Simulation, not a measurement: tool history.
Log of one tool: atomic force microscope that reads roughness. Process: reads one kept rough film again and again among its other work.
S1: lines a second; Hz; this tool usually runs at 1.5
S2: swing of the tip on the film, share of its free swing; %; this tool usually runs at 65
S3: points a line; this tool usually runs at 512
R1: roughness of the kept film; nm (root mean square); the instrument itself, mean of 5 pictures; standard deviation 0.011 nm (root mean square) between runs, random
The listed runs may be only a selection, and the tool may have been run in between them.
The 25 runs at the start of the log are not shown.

run	hour	S1	S2	S3	R1
# hour 320.5: height scale calibrated on a step standard
26	327.1	1.5	75	262	2.566
27	340.5	1.04	67	940	2.679
28	349.7	1.37	80	526	2.512
29	363.1	1.92	57	319	2.616
30	372.4	1.92	57	319	2.649
31	383.2	1.83	81	925	2.37
32	393	1.83	81	925	2.351
33	404.4	1.83	81	1019	2.354
# hour 409.4: height scale calibrated on a step standard, once more
34	420.3	1.83	81	1019	2.326
35	427.1	1.83	81	1019	2.314
# hour 431.3: new tip fitted
36	438.9	1.83	81	1019	2.42
37	449.3	3.41	60	1019	2.563
38	462	1.77	65	512	2.604
39	476.7	1.5	89	512	2.305
40	486.2	1.5	85	494	2.377

What if the next run were any one of these 5? Each begins from the tool's condition after run 40:
A	495	0.94	65	512	?
B	495	0.63	81	291	?
C	495	1.5	65	399	?
D	495	2.32	85	351	?
E	495	0.88	85	494	?

run	R1
A	2.614
B	2.541
C	2.58
D	2.175
E	2.473
The same runs, with their run-to-run variation unchanged, on a tool lacking any hidden condition would have given:
run	R1
A	2.69
B	2.615
C	2.655
D	2.239
E	2.544
